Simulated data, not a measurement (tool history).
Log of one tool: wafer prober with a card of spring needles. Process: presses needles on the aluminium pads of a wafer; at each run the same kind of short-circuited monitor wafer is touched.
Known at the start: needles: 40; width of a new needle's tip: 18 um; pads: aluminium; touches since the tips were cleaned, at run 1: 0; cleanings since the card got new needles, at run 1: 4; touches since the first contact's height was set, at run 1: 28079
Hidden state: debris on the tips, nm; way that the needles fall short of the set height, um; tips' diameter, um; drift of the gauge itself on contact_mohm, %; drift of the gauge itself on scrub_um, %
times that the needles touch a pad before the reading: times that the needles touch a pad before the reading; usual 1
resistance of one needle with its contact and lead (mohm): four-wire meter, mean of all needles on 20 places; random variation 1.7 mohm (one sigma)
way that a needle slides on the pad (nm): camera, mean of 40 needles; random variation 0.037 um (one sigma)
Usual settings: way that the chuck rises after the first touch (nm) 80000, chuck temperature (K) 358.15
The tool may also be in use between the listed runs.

run	hour	way that the chuck rises after the first touch (nm)	chuck temperature (K)	times that the needles touch a pad before the reading	touches since the tips were cleaned	cleanings since the card got new needles	touches since the first contact's height was set	resistance of one needle with its contact and lead (mohm)	way that a needle slides on the pad (nm)
1	0	80000	358.15	1	0	4	28079	179	19050
2	13.9	80000	358.15	1	4070	4	32149	197	19070
# hour 22.3: tips cleaned on abrasive film
3	28.1	80000	358.15	2	1706	5	36274	182	19040
# hour 44.5: tips cleaned on abrasive film
4	45.1	80000	358.15	2	168	6	41214	175	19000
5	54.7	80000	358.15	2	2989	6	44035	186	19070
# hour 65.8: tips cleaned on abrasive film
6	66.1	87000	358.15	1	82	7	47332	176	20700
7	77	77000	358.15	1	3288	7	50538	197	18260
# hour 87.7: tips cleaned on abrasive film
8	87.7	77000	358.15	1	0	8	53632	174	18340
9	95.3	80000	358.15	1	2227	8	55859	190	19040
# hour 109.4: tips cleaned on abrasive film
10	112.3	80000	358.15	1	853	9	60819	183	18970
11	127.1	80000	358.15	1	5170	9	65136	203	19000
# hour 131.1: tips cleaned on abrasive film
12	142.3	80000	358.15	1	3263	10	69556	196	19020
13	152.2	80000	358.15	1	6155	10	72448	203	19040
# hour 153: tips cleaned on abrasive film
14	161.7	80000	358.15	1	2540	11	75196	191	18980
15	171.5	80000	358.15	2	5430	11	78086	187	18910
# hour 175.3: tips cleaned on abrasive film
16	181.7	80000	358.15	2	1869	12	81022	184	18950
17	192.6	80000	358.15	2	5063	12	84216	189	18960
# hour 196.9: tips cleaned on abrasive film
18	209.2	80000	358.15	2	3609	13	89063	189	18880
# hour 219.7: tips cleaned on abrasive film
19	221.7	80000	358.15	2	604	14	92693	178	18830
20	235.5	80000	358.15	2	4629	14	96718	190	18850
# hour 241.6: tips cleaned on abrasive film
21	247.3	99000	335.15	2	1677	15	100160	173	23480
22	255.5	61000	299.15	1	4066	15	102549	209	14350
# hour 263.2: tips cleaned on abrasive film
23	272.8	80000	362.15	1	2789	16	107568	195	18840
24	280	80000	362.15	1	4918	16	109697	202	18890
# hour 285.4: tips cleaned on abrasive film
25	291.4	80000	362.15	1	1774	17	113011	191	18840
# hour 307.5: tips cleaned on abrasive film
26	308.7	80000	320.15	1	350	18	118029	172	18810
27	323.1	80000	320.15	1	4577	18	122256	191	18690
# hour 330.2: tips cleaned on abrasive film
28	335	80000	320.15	1	1415	19	125711	183	18830
29	350.7	83000	307.15	1	6012	19	130308	196	19530
# hour 351.9: tips cleaned on abrasive film
30	358.2	78000	307.15	1	1836	20	132462	180	18360
# hour 373.9: tips cleaned on abrasive film
31	375.8	84000	340.15	1	555	21	137595	176	19720
32	393.2	84000	313.15	1	5644	21	142684	192	19730
# hour 395.5: tips cleaned on abrasive film
33	403.9	84000	303.15	3	2455	22	145785	169	19670

Some steps in resistance of one needle with its contact and lead (mohm) between neighbouring runs. How much of each would the tool show without its hidden state too (settings, what came in, random variation), and how much is left for the hidden state, with any gauge scatter that isn't in both results?
Run 7 -> 8: tips cleaned on abrasive film. resistance of one needle with its contact and lead (mohm) -23: hidden state -20, all else -3.
Run 21 -> 22: way that the chuck rises after the first touch (nm) 99000 -> 61000, chuck temperature (K) 335.15 -> 299.15, times that the needles touch a pad before the reading 2 -> 1. resistance of one needle with its contact and lead (mohm) +36: hidden state +36, all else +0.
Run 22 -> 23: way that the chuck rises after the first touch (nm) 61000 -> 80000, chuck temperature (K) 299.15 -> 362.15, tips cleaned on abrasive film. resistance of one needle with its contact and lead (mohm) -14: hidden state -23, all else +9.
Run 31 -> 32: chuck temperature (K) 340.15 -> 313.15. resistance of one needle with its contact and lead (mohm) +16: hidden state +23, all else -7.
Run 32 -> 33: chuck temperature (K) 313.15 -> 303.15, times that the needles touch a pad before the reading 1 -> 3, tips cleaned on abrasive film. resistance of one needle with its contact and lead (mohm) -23: hidden state -22, all else -1.
